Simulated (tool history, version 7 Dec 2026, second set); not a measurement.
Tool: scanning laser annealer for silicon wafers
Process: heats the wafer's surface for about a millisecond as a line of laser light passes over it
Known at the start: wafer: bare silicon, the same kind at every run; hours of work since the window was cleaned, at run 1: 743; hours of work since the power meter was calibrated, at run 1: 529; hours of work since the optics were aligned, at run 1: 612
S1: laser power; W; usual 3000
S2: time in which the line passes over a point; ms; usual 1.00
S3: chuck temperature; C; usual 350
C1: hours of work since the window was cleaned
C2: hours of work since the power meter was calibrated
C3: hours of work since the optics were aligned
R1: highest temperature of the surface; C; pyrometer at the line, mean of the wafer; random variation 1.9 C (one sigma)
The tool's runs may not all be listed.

run   hour    S1    S2   S3   C1   C2   C3    R1
  1    0.0  3000  1.00  350  743  529  612  1112
  2   19.8  3000  1.00  350  759  545  628  1108
  3   37.3  3000  1.00  350  773  559  642  1109
  4   51.9  3000  1.00  334  784  570  653  1093
  5   62.0  3000  1.00  334  792  578  661  1091
  6   81.9  3000  1.00  334  808  594  677  1094
  7   94.5  3000  1.00  350  818  604  687  1107
  8  110.9  3000  1.00  350  831  617  700  1106
  9  134.0  3000  1.00  350  849  635  718  1108
 10  150.2  3000  1.00  350  862  648  731  1109
     161.1  -- optics aligned, line set to its width
 11  166.8  3000  1.00  350  871  657    5  1113
 12  190.6  2741  1.00  350  890  676   23  1036
 13  208.9  2830  1.00  387  905  691   38  1097
     212.1  -- window over the wafer cleaned
 14  222.2  2854  1.00  376    8  700   47  1122
 15  236.9  3000  0.70  365   20  711   58  1016
 16  254.8  3110  0.83  344   34  725   73  1084
 17  268.3  3110  0.83  344   44  736   83  1085

Run 18 comes next. What will it give?
 18  281.9  3166  1.10  376  55  747  94   ?

R1: 1258 C
Without the tool's hidden state the same run would have given R1 1259 C.
